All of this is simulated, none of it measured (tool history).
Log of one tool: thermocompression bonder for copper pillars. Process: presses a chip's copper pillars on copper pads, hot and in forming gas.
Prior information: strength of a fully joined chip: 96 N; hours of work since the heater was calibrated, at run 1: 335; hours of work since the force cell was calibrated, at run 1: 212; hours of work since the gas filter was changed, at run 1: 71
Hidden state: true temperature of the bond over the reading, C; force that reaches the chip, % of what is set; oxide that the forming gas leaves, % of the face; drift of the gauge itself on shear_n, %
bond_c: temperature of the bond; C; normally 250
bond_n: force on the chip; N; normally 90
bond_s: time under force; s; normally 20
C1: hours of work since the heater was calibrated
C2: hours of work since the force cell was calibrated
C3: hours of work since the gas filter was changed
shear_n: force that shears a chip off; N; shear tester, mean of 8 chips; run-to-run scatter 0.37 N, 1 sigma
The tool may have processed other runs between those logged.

Run 1, day 0: usual settings; C1 335; C2 212; C3 71. Result: shear_n 43 N.
Run 2, day 1.054: usual settings; C1 350; C2 227; C3 86. Result: shear_n 42.6 N.
Run 3, day 2.042: usual settings; C1 364; C2 241; C3 100. Result: shear_n 42.6 N.
Run 4, day 2.671: usual settings; C1 373; C2 250; C3 109. Result: shear_n 42.8 N.
Run 5, day 3.35: usual settings but bond_s 34 s; C1 383; C2 260; C3 119. Result: shear_n 50.7 N.
Run 6, day 4.108: usual settings but bond_s 12 s; C1 393; C2 270; C3 130. Result: shear_n 34.6 N.
Run 7, day 4.967: usual settings but bond_s 12 s; C1 406; C2 283; C3 142. Result: shear_n 34.1 N.
Run 8, day 5.475: usual settings but bond_s 12 s; C1 413; C2 290; C3 149. Result: shear_n 34.8 N.
Run 9, day 6.317: usual settings but bond_s 12 s; C1 425; C2 302; C3 161. Result: shear_n 34.4 N.
Run 10, day 6.788: usual settings but bond_s 47 s; C1 432; C2 309; C3 168. Result: shear_n 55.9 N.
Run 11, day 7.375: usual settings but bond_s 47 s; C1 440; C2 317; C3 176. Result: shear_n 55.7 N.
Run 12, day 8.146: usual settings but bond_s 47 s; C1 451; C2 328; C3 188. Result: shear_n 55 N.
Run 13, day 8.617: usual settings but bond_s 47 s; C1 458; C2 335; C3 194. Result: shear_n 55.5 N.
Run 14, day 9.358: usual settings but bond_n 102 N; C1 469; C2 346; C3 205. Result: shear_n 45.3 N.
Run 15, day 10.408: usual settings but bond_n 102 N; C1 484; C2 361; C3 220. Result: shear_n 45.1 N.
Run 16, day 11.471: usual settings but bond_n 77 N; C1 499; C2 376; C3 235. Result: shear_n 35.8 N.
Run 17, day 12.104: usual settings but bond_c 224 C, bond_n 77 N; C1 508; C2 385; C3 244. Result: shear_n 23.7 N.
Run 18, day 13.133: usual settings; C1 523; C2 400; C3 259. Result: shear_n 40.8 N.
Run 19, day 13.996: usual settings but bond_c 245 C; C1 535; C2 412; C3 271. Result: shear_n 37.9 N.

Predict the results of run 20:
Run 20, day 14.925: usual settings; C1 548; C2 425; C3 285. Result: shear_n ?.

Run 20 measured shear_n 40.7 N.
Had the tool carried no hidden state, the very same run would have given shear_n 46.1 N.
